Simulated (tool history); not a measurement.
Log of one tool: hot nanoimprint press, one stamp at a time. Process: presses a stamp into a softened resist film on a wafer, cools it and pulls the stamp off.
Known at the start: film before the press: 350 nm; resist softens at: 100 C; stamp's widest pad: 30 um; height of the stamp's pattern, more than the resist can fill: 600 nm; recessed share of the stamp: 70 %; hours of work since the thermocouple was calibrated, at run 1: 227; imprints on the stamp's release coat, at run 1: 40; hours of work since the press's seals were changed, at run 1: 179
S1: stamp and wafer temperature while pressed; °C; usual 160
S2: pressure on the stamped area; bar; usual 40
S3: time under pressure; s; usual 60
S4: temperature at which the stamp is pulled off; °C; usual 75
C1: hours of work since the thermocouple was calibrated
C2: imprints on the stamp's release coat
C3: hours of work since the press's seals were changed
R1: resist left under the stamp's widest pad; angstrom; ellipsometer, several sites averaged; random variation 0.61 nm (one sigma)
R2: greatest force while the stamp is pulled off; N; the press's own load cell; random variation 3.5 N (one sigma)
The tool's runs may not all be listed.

run,hour,S1,S2,S3,S4,C1,C2,C3,R1,R2
1,0,160,40,60,75,227,40,179,1544,162
2,12.5,156,40,60,75,234,95,186,1767,171
3,25.5,156,40,60,83,241,152,194,1744,162
4,35.6,156,40,60,83,247,196,200,1744,155
5,45.1,160,40,60,75,253,237,205,1556,165
6,55.2,160,40,60,75,259,282,211,1566,172
7,69.3,163,40,60,75,267,343,220,1428,167
8,82.9,160,40,60,66,275,403,228,1563,179
9,96.4,160,40,60,66,283,463,236,1571,177
10,110.4,160,40,60,66,291,524,244,1556,175
11,120.3,160,35.4,60,66,297,567,250,1676,182
12,134.3,160,40,60,78,305,629,258,1567,164
13,148.8,160,40,60,75,314,692,266,1558,170
14,163.7,160,40,60,75,323,758,275,1576,171
15,175.3,160,40,60,75,329,809,282,1585,169
16,191.3,160,40,60,75,339,879,291,1558,174
17,204.4,160,28.1,60,68,347,936,299,1880,182
18,220.4,160,28.1,60,68,356,1006,308,1878,175
19,232.1,170,28.1,60,68,363,1058,315,1426,170
20,240.4,148,42.4,60,67,368,1094,320,2166,177
21,256.2,169,28.4,43,71,377,1164,329,1652,177
22,269,152,40,75,82,384,1220,337,1864,166
23,276.2,152,40,75,82,389,1251,341,1865,163
24,289.9,152,40,75,82,397,1311,349,1878,161
25,298.4,152,40,75,82,402,1348,354,1874,162
26,308.1,149,31.7,96,66,407,1391,360,2122,176
27,317.9,170,32.7,60,64,413,1434,366,1328,185
28,331.9,170,32.7,60,64,421,1496,374,1326,183
29,346.3,160,28.5,97,67,430,1558,382,1611,183

Run 30 comes next. What will it give?
30,360,153,40,60,75,438,1619,390,?,?

Run 30 gave R1 1970 angstrom, R2 173 N.
Without the tool's hidden state the same run would have given R1 1925 angstrom, R2 171 N.
